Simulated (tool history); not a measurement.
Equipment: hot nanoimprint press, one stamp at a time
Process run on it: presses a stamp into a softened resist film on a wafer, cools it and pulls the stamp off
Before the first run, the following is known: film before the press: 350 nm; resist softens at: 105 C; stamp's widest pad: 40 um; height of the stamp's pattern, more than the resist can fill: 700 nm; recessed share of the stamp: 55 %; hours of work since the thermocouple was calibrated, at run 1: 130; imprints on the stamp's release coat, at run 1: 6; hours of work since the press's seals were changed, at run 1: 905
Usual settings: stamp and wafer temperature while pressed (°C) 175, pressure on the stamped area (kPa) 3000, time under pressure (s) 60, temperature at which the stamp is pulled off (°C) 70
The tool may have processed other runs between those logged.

run   hour  stamp and wafer temperature while pressed (°C)  pressure on the stamped area (kPa)  time under pressure (s)  temperature at which the stamp is pulled off (°C)  hours of work since the thermocouple was calibrated  imprints on the stamp's release coat  hours of work since the press's seals were changed  resist left under the stamp's widest pad (Å)  greatest force while the stamp is pulled off (N)
  1    0.0                                             175                                3000                       60                                                 70                                                  130                                     6                                                 905                                          1454                                               181
  2   39.1                                             175                                3000                       60                                                 70                                                  154                                   177                                                 930                                          1455                                               192
  3   79.8                                             181                                3000                       60                                                 70                                                  180                                   355                                                 956                                          1198                                               184
  4  106.2                                             175                                3000                       60                                                 70                                                  197                                   470                                                 973                                          1432                                               188
  5  154.1                                             165                                3000                       60                                                 70                                                  227                                   679                                                1003                                          1964                                               186
  6  194.4                                             165                                3000                       60                                                 70                                                  253                                   855                                                1029                                          1959                                               184
  7  256.2                                             175                                3000                       60                                                 70                                                  292                                  1125                                                1068                                          1436                                               182
  8  287.8                                             175                                3000                       60                                                 70                                                  312                                  1263                                                1088                                          1422                                               188
  9  323.8                                             175                                3000                       60                                                 70                                                  335                                  1420                                                1111                                          1431                                               189
 10  358.4                                             175                                3000                       60                                                 70                                                  357                                  1571                                                1133                                          1422                                               188
 11  416.0                                             175                                3000                       60                                                 70                                                  394                                  1823                                                1169                                          1427                                               188
 12  469.1                                             173                                3790                       68                                                 59                                                  428                                  2055                                                1203                                          1269                                               210
 13  514.2                                             173                                3790                       68                                                 59                                                  456                                  2251                                                1232                                          1276                                               212
     549.5  -- plate thermocouple calibrated
     555.5  -- stamp cleaned and given a new release coat
 14  557.1                                             163                                3790                       68                                                 68                                                    1                                     7                                                1253                                          1769                                               195

Run 15 is up next; what results do you expect?
     562.4  -- gauge calibrated
 15  589.9                                             167                                3000                       63                                                 64                                                   22                                   150                                                1274                                             ?                                                 ?

resist left under the stamp's widest pad (Å): 1832
greatest force while the stamp is pulled off (N): 187
Minus the tool's unlogged condition, the same run would have read resist left under the stamp's widest pad (Å) 1833, greatest force while the stamp is pulled off (N) 186.

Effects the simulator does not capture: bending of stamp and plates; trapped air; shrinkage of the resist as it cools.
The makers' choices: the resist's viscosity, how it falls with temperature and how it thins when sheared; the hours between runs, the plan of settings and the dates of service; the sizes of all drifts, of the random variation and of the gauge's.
